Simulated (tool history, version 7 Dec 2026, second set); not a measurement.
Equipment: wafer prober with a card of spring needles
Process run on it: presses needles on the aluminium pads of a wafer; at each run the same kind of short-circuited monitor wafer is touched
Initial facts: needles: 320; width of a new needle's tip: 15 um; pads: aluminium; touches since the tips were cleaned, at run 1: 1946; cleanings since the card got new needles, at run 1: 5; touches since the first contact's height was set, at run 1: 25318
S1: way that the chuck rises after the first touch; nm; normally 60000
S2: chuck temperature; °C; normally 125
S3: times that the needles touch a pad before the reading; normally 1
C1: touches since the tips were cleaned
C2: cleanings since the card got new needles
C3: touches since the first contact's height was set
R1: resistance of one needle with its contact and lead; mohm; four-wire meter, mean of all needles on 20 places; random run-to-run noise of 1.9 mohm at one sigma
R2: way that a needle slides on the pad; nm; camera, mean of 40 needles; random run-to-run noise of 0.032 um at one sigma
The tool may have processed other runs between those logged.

Run 1, hour 0: usual settings; C1 1946; C2 5; C3 25318. Result: R1 210 mohm, R2 10270 nm.
At hour 9.8: tips cleaned on abrasive film.
Run 2, hour 23: usual settings; C1 3331; C2 6; C3 31084. Result: R1 207 mohm, R2 10310 nm.
At hour 28: tips cleaned on abrasive film.
Run 3, hour 38.4: usual settings but S3 3; C1 2635; C2 7; C3 34936. Result: R1 212 mohm, R2 10260 nm.
At hour 46.9: tips cleaned on abrasive film.
Run 4, hour 63.6: usual settings but S3 3; C1 4206; C2 8; C3 41250. Result: R1 209 mohm, R2 10260 nm.
At hour 66: tips cleaned on abrasive film.
Run 5, hour 82.6: usual settings; C1 4177; C2 9; C3 46002. Result: R1 210 mohm, R2 10280 nm.
At hour 84: tips cleaned on abrasive film.
Run 6, hour 100.6: usual settings; C1 4174; C2 10; C3 50490. Result: R1 208 mohm, R2 10250 nm.
At hour 102.6: tips cleaned on abrasive film.
Run 7, hour 119: usual settings; C1 4144; C2 11; C3 55111. Result: R1 210 mohm, R2 10220 nm.
At hour 121.5: tips cleaned on abrasive film.
At hour 138.8: tips cleaned on abrasive film.
Run 8, hour 144.2: usual settings; C1 1353; C2 13; C3 61385. Result: R1 208 mohm, R2 10340 nm.
At hour 157.9: tips cleaned on abrasive film.
Run 9, hour 166.9: usual settings; C1 2268; C2 14; C3 67071. Result: R1 208 mohm, R2 10230 nm.
At hour 176.1: tips cleaned on abrasive film.
At hour 193.8: tips cleaned on abrasive film.
Run 10, hour 194.1: usual settings; C1 71; C2 16; C3 73874. Result: R1 207 mohm, R2 10220 nm.
At hour 211.5: tips cleaned on abrasive film.
Run 11, hour 219.3: usual settings; C1 1941; C2 17; C3 80171. Result: R1 209 mohm, R2 10240 nm.
At hour 230.7: tips cleaned on abrasive film.
Run 12, hour 231: usual settings; C1 80; C2 18; C3 83100. Result: R1 209 mohm, R2 10210 nm.
At hour 248.1: tips cleaned on abrasive film.
Run 13, hour 257.8: usual settings but S3 2; C1 2456; C2 19; C3 89821. Result: R1 213 mohm, R2 10220 nm.
At hour 267.1: tips cleaned on abrasive film.
Run 14, hour 275.3: usual settings but S3 2; C1 2055; C2 20; C3 94197. Result: R1 209 mohm, R2 10200 nm.
At hour 284.6: tips cleaned on abrasive film.
Run 15, hour 293.2: usual settings but S3 2; C1 2165; C2 21; C3 98675. Result: R1 207 mohm, R2 10220 nm.
At hour 301.9: tips cleaned on abrasive film.
At hour 319.9: tips cleaned on abrasive film.
Run 16, hour 320.1: usual settings but S3 2; C1 51; C2 23; C3 105391. Result: R1 207 mohm, R2 10130 nm.
Run 17, hour 336.3: usual settings but S3 2; C1 4113; C2 23; C3 109453. Result: R1 208 mohm, R2 10190 nm.
At hour 338: tips cleaned on abrasive film.
Run 18, hour 352.8: usual settings but S1 77000 nm, S3 2; C1 3740; C2 24; C3 113594. Result: R1 211 mohm, R2 13050 nm.
At hour 355.4: tips cleaned on abrasive film.
Run 19, hour 365.6: usual settings but S1 61000 nm, S2 82 °C; C1 2558; C2 25; C3 116784. Result: R1 201 mohm, R2 10300 nm.
At hour 375.2: tips cleaned on abrasive film.
Run 20, hour 379.8: usual settings but S1 61000 nm, S2 82 °C; C1 1160; C2 26; C3 120340. Result: R1 200 mohm, R2 10330 nm.
At hour 393.8: tips cleaned on abrasive film.
Run 21, hour 405.8: usual settings but S3 2; C1 3009; C2 27; C3 126836. Result: R1 208 mohm, R2 10170 nm.
At hour 411.8: tips cleaned on abrasive film.
At hour 428.3: height of the first contact set anew.
At hour 429.9: tips cleaned on abrasive film.
Run 22, hour 431.4: usual settings but S1 46000 nm, S2 27 °C, S3 2; C1 379; C2 29; C3 765. Result: R1 192 mohm, R2 7780 nm.
Run 23, hour 444.8: usual settings but S1 46000 nm, S2 27 °C, S3 2; C1 3755; C2 29; C3 4141. Result: R1 192 mohm, R2 7750 nm.
At hour 447.4: tips cleaned on abrasive film.
At hour 465.8: tips cleaned on abrasive film.
Run 24, hour 465.8: usual settings but S1 46000 nm, S2 27 °C, S3 2; C1 0; C2 31; C3 9377. Result: R1 192 mohm, R2 7770 nm.
Run 25, hour 482.7: usual settings but S1 46000 nm, S2 27 °C, S3 2; C1 4230; C2 31; C3 13607. Result: R1 192 mohm, R2 7770 nm.
At hour 484.8: tips cleaned on abrasive film.
Run 26, hour 500.3: usual settings but S1 50000 nm, S2 45 °C, S3 2; C1 3890; C2 32; C3 18019. Result: R1 196 mohm, R2 8440 nm.
At hour 502.7: tips cleaned on abrasive film.
At hour 521.9: tips cleaned on abrasive film.
Run 27, hour 524.3: usual settings but S1 64000 nm, S2 31 °C, S3 2; C1 613; C2 34; C3 24016. Result: R1 189 mohm, R2 10820 nm.
At hour 539.4: tips cleaned on abrasive film.
Run 28, hour 541.5: usual settings but S1 75000 nm, S2 72 °C, S3 2; C1 529; C2 35; C3 28315. Result: R1 195 mohm, R2 12720 nm.
At hour 557.3: tips cleaned on abrasive film.
Run 29, hour 564.9: usual settings but S1 76000 nm, S2 64 °C, S3 2; C1 1916; C2 36; C3 34180. Result: R1 193 mohm, R2 12820 nm.
At hour 575.1: tips cleaned on abrasive film.
Run 30, hour 577.5: usual settings but S1 40000 nm, S2 37 °C, S3 2; C1 597; C2 37; C3 37307. Result: R1 194 mohm, R2 6760 nm.
At hour 592.4: tips cleaned on abrasive film.
Run 31, hour 599.8: usual settings but S1 40000 nm, S2 37 °C, S3 2; C1 1872; C2 38; C3 42902. Result: R1 194 mohm, R2 6720 nm.
At hour 609.7: tips cleaned on abrasive film.
Run 32, hour 616.4: usual settings but S1 40000 nm, S2 30 °C, S3 2; C1 1680; C2 39; C3 47042. Result: R1 194 mohm, R2 6730 nm.

Predict each of these 4 candidate next runs independently; none follows another, all start after run 32:
At hour 625.1: gauge calibrated.
At hour 627.1: tips cleaned on abrasive film.
Run A, hour 637.8: usual settings but S2 42 °C, S3 2; C1 2696; C2 40; C3 52417. Result: R1 ?, R2 ?.
At hour 625.1: gauge calibrated.
At hour 627.1: tips cleaned on abrasive film.
Run B, hour 637.8: usual settings but S2 59 °C, S3 2; C1 2696; C2 40; C3 52417. Result: R1 ?, R2 ?.
At hour 625.1: gauge calibrated.
At hour 627.1: tips cleaned on abrasive film.
Run C, hour 637.8: usual settings but S1 44000 nm, S2 43 °C, S3 2; C1 2696; C2 40; C3 52417. Result: R1 ?, R2 ?.
At hour 625.1: gauge calibrated.
At hour 627.1: tips cleaned on abrasive film.
Run D, hour 637.8: usual settings but S2 45 °C, S3 3; C1 2696; C2 40; C3 52417. Result: R1 ?, R2 ?.

run   R1     R2
  A  191  10280
  B  196  10330
  C  196   7550
  D  191  10280
Stripped of hidden state, with their random variation kept, the same runs would have yielded:
run   R1     R2
  A  190  10290
  B  195  10340
  C  195   7560
  D  191  10290
